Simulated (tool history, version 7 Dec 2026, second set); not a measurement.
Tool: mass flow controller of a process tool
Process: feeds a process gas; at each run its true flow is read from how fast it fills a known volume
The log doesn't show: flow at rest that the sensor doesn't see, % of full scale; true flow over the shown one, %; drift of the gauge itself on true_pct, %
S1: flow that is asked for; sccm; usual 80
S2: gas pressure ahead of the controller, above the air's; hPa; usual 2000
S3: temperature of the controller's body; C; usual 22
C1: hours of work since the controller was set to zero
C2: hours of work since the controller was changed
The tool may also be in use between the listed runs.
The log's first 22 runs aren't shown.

At day 143.767: controller exchanged for a calibrated one.
Run 23, day 150.104: usual settings but S1 42 sccm, S2 2730 hPa, S3 33 C; C1 115; C2 115. Result: true flow (%) 99.59.
Run 24, day 155.029: usual settings but S1 42 sccm, S2 2240 hPa, S3 25 C; C1 205; C2 205. Result: true flow (%) 98.85.
Run 25, day 159.779: usual settings but S1 21 sccm, S2 1450 hPa; C1 291; C2 291. Result: true flow (%) 97.89.
Run 26, day 165.000: usual settings but S1 21 sccm, S2 1450 hPa, S3 29 C; C1 385; C2 385. Result: true flow (%) 98.30.
Run 27, day 174.783: usual settings but S1 46 sccm, S2 1470 hPa, S3 37 C; C1 563; C2 563. Result: true flow (%) 99.11.
Run 28, day 180.621: usual settings but S1 79 sccm, S2 1590 hPa; C1 669; C2 669. Result: true flow (%) 98.46.
Run 29, day 184.788: usual settings but S1 147 sccm, S2 2350 hPa, S3 27 C; C1 745; C2 745. Result: true flow (%) 99.81.
Run 30, day 189.475: usual settings but S1 24 sccm; C1 830; C2 830. Result: true flow (%) 98.39.

Run 31 comes next. What will it give?
Run 31, day 197.892: usual settings but S1 20 sccm, S2 2630 hPa, S3 30 C; C1 983; C2 983. Result: true flow (%) ?.

{"run 31": {"true flow (%)": 99.18}}
Without the tool's hidden state the same run would have given true flow (%) 99.18.
